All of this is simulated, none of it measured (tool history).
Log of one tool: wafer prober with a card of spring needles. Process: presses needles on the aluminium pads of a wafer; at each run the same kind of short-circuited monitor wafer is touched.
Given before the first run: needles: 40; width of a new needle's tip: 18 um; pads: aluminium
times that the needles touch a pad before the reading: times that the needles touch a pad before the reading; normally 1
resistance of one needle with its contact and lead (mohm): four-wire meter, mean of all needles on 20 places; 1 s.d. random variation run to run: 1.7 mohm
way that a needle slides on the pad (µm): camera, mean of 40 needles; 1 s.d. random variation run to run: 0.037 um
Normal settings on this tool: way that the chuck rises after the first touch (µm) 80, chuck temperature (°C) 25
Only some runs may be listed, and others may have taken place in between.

run,hour,way that the chuck rises after the first touch (µm),chuck temperature (°C),times that the needles touch a pad before the reading,resistance of one needle with its contact and lead (mohm),way that a needle slides on the pad (µm)
1,0,80,25,1,237,15.83
# hour 5.6: tips cleaned on abrasive film
2,5.9,80,111,1,199,15.88
3,14.6,80,111,1,254,15.92
# hour 16.3: tips cleaned on abrasive film
4,19.7,80,111,2,218,15.85
5,25.3,80,111,2,229,15.9
# hour 26.8: tips cleaned on abrasive film
6,31.5,80,25,1,233,15.9
# hour 37.3: tips cleaned on abrasive film
7,39.8,80,25,1,226,15.83
8,46.1,80,25,1,244,15.8
# hour 47.8: tips cleaned on abrasive film
9,54.6,80,25,1,240,15.85
# hour 58.2: tips cleaned on abrasive film
10,58.8,80,25,1,196,15.8
11,64.1,80,25,1,238,15.76
# hour 68.7: tips cleaned on abrasive film
12,72.1,80,25,1,230,15.79
# hour 79.6: tips cleaned on abrasive film
13,81.7,80,25,1,216,15.71
14,88.9,80,25,1,242,15.76
# hour 90.2: tips cleaned on abrasive film
15,98.4,80,25,1,242,15.74
# hour 100.7: tips cleaned on abrasive film
16,105.1,80,25,1,233,15.85
# hour 111.6: tips cleaned on abrasive film
17,113.3,80,25,1,206,15.78
# hour 117.5: height of the first contact set anew
18,118.4,80,25,1,235,16.02
# hour 122.7: tips cleaned on abrasive film
19,122.9,80,25,1,185,16.01
20,127.9,80,25,1,231,16.06
# hour 133.7: tips cleaned on abrasive film
21,134.9,76,26,1,204,15.21
# hour 144.5: tips cleaned on abrasive film
22,144.5,80,65,2,185,15.97
23,152.2,73,35,1,255,14.57
# hour 155: tips cleaned on abrasive film
24,157.4,83,58,2,207,16.54
25,162.3,83,58,2,219,16.65
# hour 165.9: tips cleaned on abrasive film
26,168.5,91,53,2,200,18.19
27,174.7,71,59,3,215,14.18
# hour 176.6: tips cleaned on abrasive film
28,183.7,80,87,1,246,16.02
# hour 187.7: tips cleaned on abrasive film
29,190.4,64,31,2,220,12.75
30,196.4,83,25,2,213,16.59
# hour 198.7: tips cleaned on abrasive film
31,202.8,83,25,2,206,16.55
# hour 209.2: tips cleaned on abrasive film
32,209.9,80,25,2,190,15.91
33,217.2,80,25,2,218,15.9
# hour 220.2: tips cleaned on abrasive film
34,226.5,80,25,2,215,15.93

4 ways to go on from here, each from the tool as it stands after run 34. What would each give?
# hour 230.7: tips cleaned on abrasive film
A,235,80,116,1,?,?
# hour 230.7: tips cleaned on abrasive film
B,235,96,25,1,?,?
# hour 230.7: tips cleaned on abrasive film
C,235,91,25,2,?,?
# hour 230.7: tips cleaned on abrasive film
D,235,97,25,2,?,?

run,resistance of one needle with its contact and lead (mohm),way that a needle slides on the pad (µm)
A,244,15.98
B,216,19.19
C,201,18.19
D,198,19.36
Had the tool no hidden state, the same runs would have come out as:
run,resistance of one needle with its contact and lead (mohm),way that a needle slides on the pad (µm)
A,197,16.09
B,177,19.31
C,175,18.3
D,174,19.48
